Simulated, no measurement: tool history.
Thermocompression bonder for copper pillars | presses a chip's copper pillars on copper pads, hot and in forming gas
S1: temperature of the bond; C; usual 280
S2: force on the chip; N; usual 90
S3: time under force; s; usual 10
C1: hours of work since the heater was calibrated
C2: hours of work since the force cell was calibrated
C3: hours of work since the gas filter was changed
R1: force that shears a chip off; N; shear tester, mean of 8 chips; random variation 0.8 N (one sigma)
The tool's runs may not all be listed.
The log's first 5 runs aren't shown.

{"run": 6, "hour": 60.3, "S1": 280, "S2": 90, "S3": 8, "C1": 243, "C2": 93, "C3": 109, "R1": 58.1}
{"run": 7, "hour": 72.4, "S1": 280, "S2": 90, "S3": 8, "C1": 252, "C2": 102, "C3": 118, "R1": 57.6}
{"run": 8, "hour": 83.6, "S1": 280, "S2": 90, "S3": 10, "C1": 261, "C2": 110, "C3": 127, "R1": 60.3}
{"run": 9, "hour": 91.7, "S1": 280, "S2": 90, "S3": 9, "C1": 267, "C2": 116, "C3": 133, "R1": 59.4}
{"run": 10, "hour": 100.9, "S1": 280, "S2": 90, "S3": 9, "C1": 274, "C2": 123, "C3": 140, "R1": 59.9}
{"run": 11, "hour": 108.6, "S1": 280, "S2": 90, "S3": 10, "C1": 280, "C2": 129, "C3": 146, "R1": 63.7}
{"run": 12, "hour": 118.3, "S1": 280, "S2": 90, "S3": 10, "C1": 287, "C2": 137, "C3": 153, "R1": 60.8}
{"run": 13, "hour": 130.5, "S1": 288, "S2": 90, "S3": 10, "C1": 296, "C2": 146, "C3": 163, "R1": 65.7}
{"run": 14, "hour": 145.9, "S1": 288, "S2": 90, "S3": 10, "C1": 308, "C2": 158, "C3": 174, "R1": 66.5}
{"run": 15, "hour": 160.1, "S1": 280, "S2": 90, "S3": 7, "C1": 319, "C2": 168, "C3": 185, "R1": 54.8}
{"run": 16, "hour": 171.6, "S1": 280, "S2": 90, "S3": 7, "C1": 327, "C2": 177, "C3": 194, "R1": 56.2}
{"run": 17, "hour": 178.9, "S1": 280, "S2": 90, "S3": 7, "C1": 333, "C2": 183, "C3": 199, "R1": 54.6}
{"run": 18, "hour": 187.8, "S1": 280, "S2": 90, "S3": 7, "C1": 340, "C2": 189, "C3": 206, "R1": 55.3}
{"run": 19, "hour": 204.1, "S1": 280, "S2": 90, "S3": 7, "C1": 352, "C2": 202, "C3": 218, "R1": 55.5}
{"run": 20, "hour": 217.8, "S1": 297, "S2": 90, "S3": 10, "C1": 363, "C2": 212, "C3": 229, "R1": 71.4}
{"run": 21, "hour": 231.0, "S1": 297, "S2": 90, "S3": 21, "C1": 373, "C2": 222, "C3": 239, "R1": 85.1}
{"run": 22, "hour": 242.4, "S1": 262, "S2": 83, "S3": 22, "C1": 381, "C2": 231, "C3": 247, "R1": 63.7}
{"run": 23, "hour": 253.0, "S1": 258, "S2": 83, "S3": 5, "C1": 389, "C2": 239, "C3": 255, "R1": 35.2}
{"run": 24, "hour": 261.7, "S1": 301, "S2": 133, "S3": 12, "C1": 396, "C2": 245, "C3": 262, "R1": 90.7}

The next listed run, before its measurement:
{"run": 25, "hour": 273.7, "S1": 259, "S2": 63, "S3": 7, "C1": 405, "C2": 254, "C3": 271, "R1": "?"}

R1: 30.2 N
Without the tool's hidden state the same run would have given R1 30.1 N.
